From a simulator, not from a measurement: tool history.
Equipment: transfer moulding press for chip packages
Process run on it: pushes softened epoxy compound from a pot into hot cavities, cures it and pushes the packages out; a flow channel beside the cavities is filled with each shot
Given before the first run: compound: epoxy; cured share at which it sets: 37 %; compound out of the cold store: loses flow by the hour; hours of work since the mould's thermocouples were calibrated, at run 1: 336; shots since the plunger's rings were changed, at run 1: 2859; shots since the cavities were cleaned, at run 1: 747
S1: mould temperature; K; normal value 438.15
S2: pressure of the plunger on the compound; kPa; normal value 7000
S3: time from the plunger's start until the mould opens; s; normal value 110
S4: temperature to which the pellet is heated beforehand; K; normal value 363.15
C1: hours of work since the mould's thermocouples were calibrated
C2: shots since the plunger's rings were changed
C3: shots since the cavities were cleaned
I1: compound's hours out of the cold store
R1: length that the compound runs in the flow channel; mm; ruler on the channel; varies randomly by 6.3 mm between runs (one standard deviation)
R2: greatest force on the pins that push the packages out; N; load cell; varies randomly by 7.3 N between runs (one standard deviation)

run     day      S1    S2   S3      S4   C1    C2    C3    I1   R1    R2
  1       0  438.15  7000  110  363.15  336  2859   747    41  780   580
      1.758  -- cavities cleaned with cleaning compound and waxed
  2   2.367  438.15  7000  114  363.15  365  3308   119  34.6  782   707
  3     4.4  438.15  8120  114  363.15  390  3703   514  35.6  848   676
  4   5.908  438.15  8120  114  363.15  409  3997   808  39.5  826   669
      7.429  -- cavities cleaned with cleaning compound and waxed
  5   7.654  433.15  7000  110  363.15  430  4326    44  43.4  776   416
  6   9.192  438.15  5320  110  363.15  450  4625   343  20.7  692   480
  7  10.742  438.15  5320  110  363.15  469  4926   644  14.2  709   555
     12.958  -- cavities cleaned with cleaning compound and waxed
  8  13.258  438.15  5320  110  363.15  500  5405    58  41.8  647   350
     14.633  -- cavities cleaned with cleaning compound and waxed, once more
  9  14.792  438.15  7000  148  363.15  518  5691    31  28.8  765   297
      17.85  -- mould's thermocouples calibrated
 10  18.496  438.15  7000  148  363.15    8  6396   736  27.3  765   540
     19.575  -- plunger's sealing rings changed
 11  20.188  438.15  7000  148  363.15   28   120  1046  35.5  837   535
     20.504  -- cavities cleaned with cleaning compound and waxed
 12  21.904  438.15  7880  148  363.15   49   442   273   9.3  953   413
 13  25.112  438.15  7880  148  363.15   89  1067   898  11.6  941   539
     26.112  -- cavities cleaned with cleaning compound and waxed
 14  26.917  445.15  5970  110  364.15  111  1406   156  21.2  752   368
 15  29.162  442.15  7080  131  364.15  139  1844   594    27  813   494
     31.762  -- cavities cleaned with cleaning compound and waxed
 16  31.838  442.15  7080  144  361.15  171  2352    14  42.3  771   273
 17  33.604  433.15  8720   93  359.15  193  2697   359  41.6  895   815
 18  36.683  433.15  8720   93  359.15  232  3296   958  36.8  895  1068
     37.325  -- cavities cleaned with cleaning compound and waxed
 19  39.712  433.15  8720   93  359.15  269  3874   465     9  963  1012
     42.871  -- cavities cleaned with cleaning compound and waxed
 20  43.104  432.15  8720   93  359.15  311  4523    45  40.7  868   664
 21  45.533  432.15  8720   93  359.15  341  4996   518  32.6  881  1010
     48.458  -- cavities cleaned with cleaning compound and waxed
 22  48.458  432.15  8720   93  359.15  377  5554     0  37.8  859   589
 23  51.021  443.15  8720   93  359.15  409  6053   499  44.9  785   517
 24   52.75  443.15  8720   93  359.15  431  6389   835  20.5  848   599
     53.967  -- plunger's sealing rings changed
     54.329  -- cavities cleaned with cleaning compound and waxed
 25  55.408  438.15  5910  110  363.15  462   269   210    34  758   416
 26  58.462  436.15  7000  104  363.15  500   864   805  21.4  864   631

What if the next run were any one of these 5? Each begins from the tool's condition after run 26:
     60.108  -- cavities cleaned with cleaning compound and waxed
  A  60.108  430.15  7000  140  368.15  520  1172   0  23.5   ?   ?
     60.108  -- cavities cleaned with cleaning compound and waxed
  B  60.108  438.15  5270  110  363.15  520  1172   0  24.7   ?   ?
     60.108  -- cavities cleaned with cleaning compound and waxed
  C  60.108  439.15  7000  104  372.15  520  1172   0  23.2   ?   ?
     60.108  -- cavities cleaned with cleaning compound and waxed
  D  60.108  438.15  7000  149  363.15  520  1172   0  11.4   ?   ?
     60.108  -- cavities cleaned with cleaning compound and waxed
  E  60.108  436.15  5200  104  363.15  520  1172   0  16.8   ?   ?

run   R1   R2
  A  889  318
  B  728  294
  C  838  304
  D  875  271
  E  755  360
With no hidden state in the tool, these same runs would have given:
run   R1   R2
  A  912  322
  B  747  296
  C  859  307
  D  897  270
  E  774  368

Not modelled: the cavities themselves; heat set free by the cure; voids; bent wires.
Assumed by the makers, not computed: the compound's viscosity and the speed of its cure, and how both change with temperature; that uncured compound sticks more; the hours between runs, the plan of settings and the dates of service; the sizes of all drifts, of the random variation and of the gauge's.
